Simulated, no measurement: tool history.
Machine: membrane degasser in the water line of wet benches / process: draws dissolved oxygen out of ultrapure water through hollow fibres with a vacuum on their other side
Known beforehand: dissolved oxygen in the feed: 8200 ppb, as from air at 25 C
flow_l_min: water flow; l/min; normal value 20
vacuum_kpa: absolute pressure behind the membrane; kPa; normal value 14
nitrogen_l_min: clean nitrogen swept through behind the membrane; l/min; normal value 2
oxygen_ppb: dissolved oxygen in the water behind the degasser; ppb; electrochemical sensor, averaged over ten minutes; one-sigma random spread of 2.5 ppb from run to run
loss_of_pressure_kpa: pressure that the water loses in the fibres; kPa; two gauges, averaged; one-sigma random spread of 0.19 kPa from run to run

run      day  flow_l_min  vacuum_kpa  nitrogen_l_min  oxygen_ppb  loss_of_pressure_kpa
  1        0          20          14               2       248.1                  39.1
  2     5.45          20          14               2       249.9                 38.91
  3   10.817          20        28.3               2       544.5                  38.9
  4   19.317          20        28.3               2       561.2                 39.17
  5   28.392          20        28.3               2       563.9                 39.09
  6   32.296          20        28.3               2       559.1                  38.8
  7   37.767          20        28.3               2         554                 38.82
  8   44.242          20        28.3               2       553.6                 39.36
  9   49.021          20        27.1               2       537.7                 38.96
 10   56.783          20        27.1               2       539.2                  39.2
 11   66.296          20        27.1               2       536.7                 39.41
 12    74.25          20        22.5               2       439.4                 39.42
 13   79.417          20        14.3               2       260.3                 39.25
 14   85.025          20        14.3               2       254.7                 39.55
 15    94.35          20        14.3               2       256.9                 39.18
 16  104.008          20        14.3               2       258.8                 39.51
 17  111.325          20          14               2       249.2                  39.8
 18  118.029          20          14               2       254.5                  39.6
 19  125.017          20          14               2       254.9                 39.51
 20  132.121          15          14               2       194.2                 29.79
 21  141.042          20        33.8            1.34       933.1                 39.83
 22  146.242          20        33.8            1.34       954.7                  39.4
 23  154.621          20        33.8            1.34       952.6                 39.61
 24  160.942          27        22.2            5.19       241.7                 53.95
 25  166.612          27        22.2            5.19       243.1                 53.78
 26    171.7          27        22.2            5.19       240.9                 53.37
 27  177.279          27        22.2            5.19         235                  53.7
 28  183.946          13         8.7             5.8        31.1                 25.85
 29  190.579          19        16.7            2.52       240.3                 37.83
 30  199.483          18        20.9               2       363.9                 36.06
 31  208.521          20        32.8            2.83       482.7                  40.2
 32    214.8          20        32.8            2.83       479.3                 40.22
 33  222.238          20        17.2            1.52       409.6                 39.89

Withheld: 2 entries from between the runs. Position of each, and hidden state at the listed run before versus the listed run after:
In the gap between runs 9 and 10: vacuum gauge calibrated (day 54.492)
  drift of the gauge itself on loss_of_pressure_kpa, %: 0.6 -> 0.69
  measured value less the no-hidden-state value, loss_of_pressure_kpa: +0.24 -> +0.28 kPa
In the gap between runs 26 and 27: seals of the vacuum lines changed (day 172.579)
  air that leaks in behind the membrane, l/min: 0.0024 -> 0.002; drift of the gauge itself on loss_of_pressure_kpa, %: 2.09 -> 2.15
  measured value less the no-hidden-state value, loss_of_pressure_kpa: +1.11 -> +1.15 kPa

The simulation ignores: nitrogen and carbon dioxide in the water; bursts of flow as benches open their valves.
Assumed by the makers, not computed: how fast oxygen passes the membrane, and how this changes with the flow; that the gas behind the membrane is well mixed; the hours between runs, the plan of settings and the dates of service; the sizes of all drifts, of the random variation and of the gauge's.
